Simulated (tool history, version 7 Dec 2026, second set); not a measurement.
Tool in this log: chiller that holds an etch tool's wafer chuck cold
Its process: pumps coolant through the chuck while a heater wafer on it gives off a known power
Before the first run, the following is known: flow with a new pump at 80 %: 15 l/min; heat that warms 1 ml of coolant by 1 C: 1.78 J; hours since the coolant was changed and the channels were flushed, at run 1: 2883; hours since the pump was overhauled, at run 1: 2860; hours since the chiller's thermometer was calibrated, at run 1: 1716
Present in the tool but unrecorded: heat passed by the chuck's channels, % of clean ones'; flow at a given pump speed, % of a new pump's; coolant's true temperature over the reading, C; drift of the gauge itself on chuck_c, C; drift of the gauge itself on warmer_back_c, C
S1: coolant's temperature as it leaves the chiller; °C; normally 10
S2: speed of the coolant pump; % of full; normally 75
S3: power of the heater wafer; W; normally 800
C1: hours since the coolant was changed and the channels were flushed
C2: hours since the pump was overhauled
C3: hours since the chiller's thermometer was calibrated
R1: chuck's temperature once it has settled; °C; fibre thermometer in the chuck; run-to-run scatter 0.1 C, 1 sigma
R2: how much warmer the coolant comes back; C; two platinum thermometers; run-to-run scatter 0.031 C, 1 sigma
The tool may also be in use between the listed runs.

run    hour  S1  S2    S3    C1    C2    C3    R1    R2
  1       0  10  75   800  2883  2860  1716  18.3  2.04
  2    62.4  10  75   800  2946  2922  1779  18.3  2.03
  3   109.6  10  75   800  2993  2969  1826  18.3  2.09
  4   168.7  16  75   800  3052  3028  1885  24.3  2.06
  5   236.7  16  75   800  3120  3096  1953  24.4  2.07
  6   271.1  16  75   800  3154  3131  1988  24.3  2.07
  7   315.6  10  76   800  3199  3175  2032  18.3  2.02
  8   374.5  10  75   800  3258  3234  2091  18.4  2.05
  9   410.1  10  75   800  3293  3270  2127  18.5   2.1
 10   468.7  10  75   800  3352  3328  2185  18.3  2.05
 11   514.1  10  75   800  3397  3374  2231  18.4  2.07
 12   565.8  10  75   800  3449  3426  2282  18.6  2.12
 13   634.2  10  96   800  3518  3494  2351  17.2  1.64
 14   676.5  10  75   800  3560  3536  2393  18.6  2.06
 15   724.9  10  75   800  3608  3585  2441  18.6  2.11
      734.9  -- coolant pump overhauled
 16   792.7  10  75   800  3671    58  2504  18.9  2.15
 17   825.6  10  75   800  3704    91  2537  19.1  2.16
 18   866.4  10  75   800  3745   131  2578  18.9  2.16
 19   931.8   4  76   800  3810   197  2643    13  2.12
 20   972.5   4  82   800  3851   238  2684  12.3  1.95
 21  1004.4  11  75  1182  3883   269  2716    24  3.17
     1024.8  -- coolant pump overhauled, once more
 22  1046.4  10  75   543  3920    22  2753  15.8  1.35
 23  1114.1  10  75   703  3987    89  2821  17.5  1.68
 24  1177.7  10  75   703  4051   153  2884  17.4  1.66
 25  1240.5  10  66   800  4114   216  2947  19.4  2.21
 26  1302.9   2  66   800  4176   278  3009  11.4  2.24
     1324.9  -- chiller's thermometer calibrated
 27  1373.7  17  96   693  4246   348    49  22.7  1.25
 28  1433.9  16  81   800  4306   408   109  23.6  1.81
 29  1494.4   6  98   491  4367   469   170    10  0.86
 30  1530.4   6  98   491  4403   505   205    10  0.98
 31  1581.3  10  74   997  4454   555   256  20.1  2.51
 32  1647.9  10  74   997  4520   622   323  20.3  2.47

Alternative continuations, all from the tool just after run 32; predict every row:
  A  1709.8  10  75  830  4582  684  385   ?   ?
  B  1709.8  14  74  997  4582  684  385   ?   ?
  C  1709.8   3  84  800  4582  684  385   ?   ?

run    R1    R2
  A  18.6  2.04
  B  24.3  2.53
  C  10.5  1.72
With the hidden condition removed and each run's random variation left untouched, the same runs would have given:
run    R1    R2
  A  17.4     2
  B  22.7  2.48
  C   9.4  1.69
